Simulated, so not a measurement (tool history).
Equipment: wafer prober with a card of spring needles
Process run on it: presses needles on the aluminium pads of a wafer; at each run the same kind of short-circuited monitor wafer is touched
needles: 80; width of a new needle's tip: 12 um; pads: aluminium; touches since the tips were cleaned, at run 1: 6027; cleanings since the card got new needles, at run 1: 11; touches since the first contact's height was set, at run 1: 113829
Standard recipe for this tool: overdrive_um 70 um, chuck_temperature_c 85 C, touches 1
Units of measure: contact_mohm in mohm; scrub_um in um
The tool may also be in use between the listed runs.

run,hour,overdrive_um,chuck_temperature_c,touches,touches since the tips were cleaned,cleanings since the card got new needles,touches since the first contact's height was set,contact_mohm,scrub_um
1,0.0,70,85,1,6027,11,113829,278,18.45
# hour 7.0: tips cleaned on abrasive film
# hour 24.2: tips cleaned on abrasive film
2,35.7,70,108,1,7421,13,136807,296,18.39
# hour 39.2: tips cleaned on abrasive film
# hour 55.9: tips cleaned on abrasive film
# hour 59.6: height of the first contact set anew
# hour 73.3: tips cleaned on abrasive film
# hour 90.6: tips cleaned on abrasive film
3,91.2,74,85,1,383,17,20331,173,19.23
# hour 104.9: tips cleaned on abrasive film
# hour 121.7: tips cleaned on abrasive film
# hour 135.6: tips cleaned on abrasive film
# hour 149.5: tips cleaned on abrasive film
4,154.4,50,85,1,3190,21,60972,353,12.80
# hour 164.5: tips cleaned on abrasive film
# hour 181.5: tips cleaned on abrasive film
# hour 198.4: tips cleaned on abrasive film
# hour 212.3: tips cleaned on abrasive film
5,220.9,50,85,2,5532,25,103751,308,12.67
# hour 227.9: tips cleaned on abrasive film
# hour 245.2: tips cleaned on abrasive film
# hour 262.2: tips cleaned on abrasive film
# hour 279.1: tips cleaned on abrasive film
6,281.5,50,85,2,1559,29,142745,242,12.51
# hour 295.4: tips cleaned on abrasive film
# hour 295.7: height of the first contact set anew
# hour 312.3: tips cleaned on abrasive film
# hour 329.4: tips cleaned on abrasive film
7,333.4,70,85,1,2589,32,24307,230,18.67
# hour 337.2: height of the first contact set anew, once more
# hour 344.2: tips cleaned on abrasive film
# hour 358.1: tips cleaned on abrasive film
# hour 375.3: tips cleaned on abrasive film
# hour 391.6: tips cleaned on abrasive film
8,392.6,70,85,1,627,36,35637,181,18.56
# hour 406.5: tips cleaned on abrasive film
# hour 423.8: tips cleaned on abrasive film
# hour 437.7: tips cleaned on abrasive film
9,442.3,70,85,1,2960,39,67637,251,18.48
# hour 452.8: tips cleaned on abrasive film
# hour 470.1: tips cleaned on abrasive film
# hour 485.9: tips cleaned on abrasive film
10,485.9,70,85,1,0,42,95656,157,18.49
# hour 503.2: tips cleaned on abrasive film
11,515.8,70,85,3,8156,43,114981,204,18.46
# hour 519.4: tips cleaned on abrasive film
# hour 536.7: tips cleaned on abrasive film
# hour 552.4: tips cleaned on abrasive film
12,552.4,70,85,3,0,46,138448,148,18.29
# hour 569.5: tips cleaned on abrasive film
# hour 573.2: height of the first contact set anew
# hour 587.1: tips cleaned on abrasive film
13,600.2,58,85,2,8476,48,17411,299,15.47
# hour 603.7: tips cleaned on abrasive film
# hour 620.5: tips cleaned on abrasive film
# hour 634.4: tips cleaned on abrasive film
14,641.2,62,28,2,4426,51,43786,254,16.55
# hour 651.5: tips cleaned on abrasive film
# hour 665.4: tips cleaned on abrasive film
15,672.6,62,28,2,4674,53,63990,255,16.43
# hour 679.6: tips cleaned on abrasive film
# hour 693.5: tips cleaned on abrasive film
# hour 710.3: tips cleaned on abrasive film
# hour 727.3: tips cleaned on abrasive film
# hour 741.2: tips cleaned on abrasive film
16,742.6,62,28,2,909,58,109004,175,16.25
# hour 756.5: tips cleaned on abrasive film
# hour 772.7: tips cleaned on abrasive film
# hour 790.0: tips cleaned on abrasive film
17,795.6,56,66,3,3623,61,143117,225,14.61
# hour 806.1: tips cleaned on abrasive film
# hour 809.8: height of the first contact set anew
# hour 820.3: tips cleaned on abrasive film
# hour 834.2: tips cleaned on abrasive film
18,845.3,70,85,3,7217,64,22853,212,18.68
# hour 848.9: tips cleaned on abrasive film
# hour 862.8: tips cleaned on abrasive film
# hour 880.0: tips cleaned on abrasive film
# hour 893.9: tips cleaned on abrasive film
19,906.2,70,85,1,7963,68,62017,335,18.55
# hour 909.8: tips cleaned on abrasive film
# hour 926.8: tips cleaned on abrasive film
# hour 940.7: tips cleaned on abrasive film
# hour 956.6: tips cleaned on abrasive film
20,956.6,77,33,1,0,72,94409,147,20.35
# hour 970.5: tips cleaned on abrasive film
# hour 987.3: tips cleaned on abrasive film
# hour 1004.2: tips cleaned on abrasive film
21,1006.0,77,33,1,1139,75,126191,193,20.25

Forecast each of these 4 alternatives for the next run:
# hour 1019.9: tips cleaned on abrasive film
# hour 1036.6: tips cleaned on abrasive film
A,1037.9,70,41,1,802,77,146702,?,?
# hour 1019.9: tips cleaned on abrasive film
# hour 1036.6: tips cleaned on abrasive film
B,1037.9,55,85,2,802,77,146702,?,?
# hour 1019.9: tips cleaned on abrasive film
# hour 1036.6: tips cleaned on abrasive film
C,1037.9,69,35,1,802,77,146702,?,?
# hour 1019.9: tips cleaned on abrasive film
# hour 1036.6: tips cleaned on abrasive film
D,1037.9,70,39,1,802,77,146702,?,?

run,contact_mohm,scrub_um
A,187,18.31
B,199,14.30
C,193,18.02
D,188,18.27
With the hidden condition removed and each run's random variation left untouched, the same runs would have given:
run,contact_mohm,scrub_um
A,129,18.75
B,144,14.73
C,132,18.46
D,129,18.71
